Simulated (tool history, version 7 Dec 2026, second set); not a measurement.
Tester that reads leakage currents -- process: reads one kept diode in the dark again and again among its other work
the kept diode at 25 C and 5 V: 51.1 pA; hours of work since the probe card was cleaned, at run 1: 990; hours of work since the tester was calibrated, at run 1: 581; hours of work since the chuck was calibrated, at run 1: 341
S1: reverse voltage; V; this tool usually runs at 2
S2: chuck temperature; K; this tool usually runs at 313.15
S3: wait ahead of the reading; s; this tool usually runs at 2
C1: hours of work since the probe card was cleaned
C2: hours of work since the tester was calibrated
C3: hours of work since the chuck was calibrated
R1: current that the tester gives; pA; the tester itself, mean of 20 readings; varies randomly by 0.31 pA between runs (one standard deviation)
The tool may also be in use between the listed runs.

{"run": 1, "hour": 0.0, "S1": 2, "S2": 313.15, "S3": 2, "C1": 990, "C2": 581, "C3": 341, "R1": 103.9}
{"run": 2, "hour": 24.9, "S1": 2, "S2": 313.15, "S3": 2, "C1": 1009, "C2": 600, "C3": 360, "R1": 103.57}
{"run": 3, "hour": 58.8, "S1": 2, "S2": 313.15, "S3": 2, "C1": 1035, "C2": 626, "C3": 386, "R1": 103.41}
{"run": 4, "hour": 74.4, "S1": 2, "S2": 313.15, "S3": 4.43, "C1": 1047, "C2": 638, "C3": 398, "R1": 103.09}
{"run": 5, "hour": 108.5, "S1": 2, "S2": 313.15, "S3": 4.43, "C1": 1073, "C2": 664, "C3": 424, "R1": 103.26}
{"run": 6, "hour": 137.6, "S1": 2, "S2": 313.15, "S3": 1.06, "C1": 1095, "C2": 686, "C3": 446, "R1": 103.55}
{"run": 7, "hour": 156.3, "S1": 2, "S2": 295.15, "S3": 2, "C1": 1110, "C2": 700, "C3": 460, "R1": 24.62}
{"run": 8, "hour": 186.2, "S1": 2, "S2": 301.15, "S3": 2, "C1": 1132, "C2": 723, "C3": 483, "R1": 39.97}
{"run": 9, "hour": 205.5, "S1": 2, "S2": 313.15, "S3": 2, "C1": 1147, "C2": 738, "C3": 498, "R1": 102.92}
{"run": 10, "hour": 224.7, "S1": 2, "S2": 313.15, "S3": 2, "C1": 1162, "C2": 753, "C3": 513, "R1": 103.76}
{"run": 11, "hour": 248.7, "S1": 2, "S2": 313.15, "S3": 2, "C1": 1180, "C2": 771, "C3": 531, "R1": 103.52}
{"run": 12, "hour": 278.9, "S1": 2, "S2": 313.15, "S3": 2, "C1": 1203, "C2": 794, "C3": 554, "R1": 103.28}
{"run": 13, "hour": 312.0, "S1": 2, "S2": 313.15, "S3": 2, "C1": 1228, "C2": 819, "C3": 579, "R1": 103.3}
{"hour": 317.1, "done": "probe card cleaned and baked"}
{"run": 14, "hour": 349.0, "S1": 2, "S2": 313.15, "S3": 2, "C1": 24, "C2": 845, "C3": 605, "R1": 102.84}
{"hour": 355.4, "done": "chuck's temperature calibrated"}
{"run": 15, "hour": 379.5, "S1": 7.99, "S2": 313.15, "S3": 2, "C1": 46, "C2": 867, "C3": 18, "R1": 221.72}
{"run": 16, "hour": 406.4, "S1": 7.99, "S2": 313.15, "S3": 2, "C1": 67, "C2": 888, "C3": 39, "R1": 221.61}
{"run": 17, "hour": 435.6, "S1": 7.99, "S2": 313.15, "S3": 2, "C1": 89, "C2": 910, "C3": 61, "R1": 220.78}
{"run": 18, "hour": 464.1, "S1": 2, "S2": 313.15, "S3": 1.12, "C1": 111, "C2": 932, "C3": 83, "R1": 103.08}
{"run": 19, "hour": 483.4, "S1": 2.04, "S2": 296.15, "S3": 2, "C1": 125, "C2": 946, "C3": 98, "R1": 26.9}
{"run": 20, "hour": 503.4, "S1": 6.43, "S2": 307.15, "S3": 1.18, "C1": 141, "C2": 961, "C3": 113, "R1": 124.68}
{"run": 21, "hour": 517.9, "S1": 5.29, "S2": 328.15, "S3": 7.43, "C1": 152, "C2": 973, "C3": 124, "R1": 519.57}
{"run": 22, "hour": 544.7, "S1": 5.29, "S2": 328.15, "S3": 7.43, "C1": 172, "C2": 993, "C3": 144, "R1": 518.09}
{"run": 23, "hour": 576.3, "S1": 1.28, "S2": 306.15, "S3": 9.22, "C1": 196, "C2": 1017, "C3": 169, "R1": 46.46}
{"run": 24, "hour": 600.6, "S1": 5.1, "S2": 306.15, "S3": 9.22, "C1": 215, "C2": 1036, "C3": 187, "R1": 99.84}
{"run": 25, "hour": 636.5, "S1": 2, "S2": 325.15, "S3": 1.61, "C1": 242, "C2": 1063, "C3": 215, "R1": 247.59}
{"run": 26, "hour": 655.8, "S1": 1.14, "S2": 309.15, "S3": 8.52, "C1": 257, "C2": 1078, "C3": 229, "R1": 55.37}
{"run": 27, "hour": 675.8, "S1": 4.68, "S2": 318.15, "S3": 3.25, "C1": 272, "C2": 1093, "C3": 245, "R1": 239.16}
{"run": 28, "hour": 702.4, "S1": 5.12, "S2": 328.15, "S3": 3.25, "C1": 293, "C2": 1113, "C3": 265, "R1": 509.22}
{"run": 29, "hour": 729.3, "S1": 4.31, "S2": 317.15, "S3": 2, "C1": 313, "C2": 1134, "C3": 285, "R1": 212.61}
{"run": 30, "hour": 746.3, "S1": 4.96, "S2": 305.15, "S3": 3.77, "C1": 326, "C2": 1147, "C3": 298, "R1": 91.47}
{"run": 31, "hour": 764.1, "S1": 4.96, "S2": 319.15, "S3": 2.87, "C1": 340, "C2": 1160, "C3": 312, "R1": 265.66}
{"run": 32, "hour": 780.1, "S1": 4.96, "S2": 319.15, "S3": 2.87, "C1": 352, "C2": 1173, "C3": 324, "R1": 265.1}
{"run": 33, "hour": 797.6, "S1": 2, "S2": 327.15, "S3": 2, "C1": 365, "C2": 1186, "C3": 337, "R1": 286.75}
{"run": 34, "hour": 821.8, "S1": 19.27, "S2": 301.15, "S3": 0.47, "C1": 384, "C2": 1204, "C3": 356, "R1": 153.45}
{"run": 35, "hour": 857.4, "S1": 8.85, "S2": 328.15, "S3": 1.05, "C1": 411, "C2": 1232, "C3": 383, "R1": 689.29}
{"run": 36, "hour": 891.9, "S1": 12.79, "S2": 332.15, "S3": 2, "C1": 437, "C2": 1258, "C3": 409, "R1": 1122.04}

Some steps in R1 between neighbouring runs. How much of each would the tool show without its hidden state too (settings, what came in, random variation), and how much is left for the hidden state, with any gauge scatter that isn't in both results?
The tool's hidden condition here consists of: stray current of the dirty probe card, pA a volt; current scale over the true one, %; true chuck temperature over the reading, C; drift of the gauge itself on leakage_pa, %.
Run 22 -> 23: S1 5.29 -> 1.28, S2 328.15 -> 306.15, S3 7.43 -> 9.22. R1 -471.63 pA: hidden state -0.07, all else -471.56.
Run 34 -> 35: S1 19.27 -> 8.85, S2 301.15 -> 328.15, S3 0.47 -> 1.05. R1 +535.84 pA: hidden state +0.14, all else +535.7.
Run 35 -> 36: S1 8.85 -> 12.79, S2 328.15 -> 332.15, S3 1.05 -> 2. R1 +432.75 pA: hidden state +0.18, all else +432.57.

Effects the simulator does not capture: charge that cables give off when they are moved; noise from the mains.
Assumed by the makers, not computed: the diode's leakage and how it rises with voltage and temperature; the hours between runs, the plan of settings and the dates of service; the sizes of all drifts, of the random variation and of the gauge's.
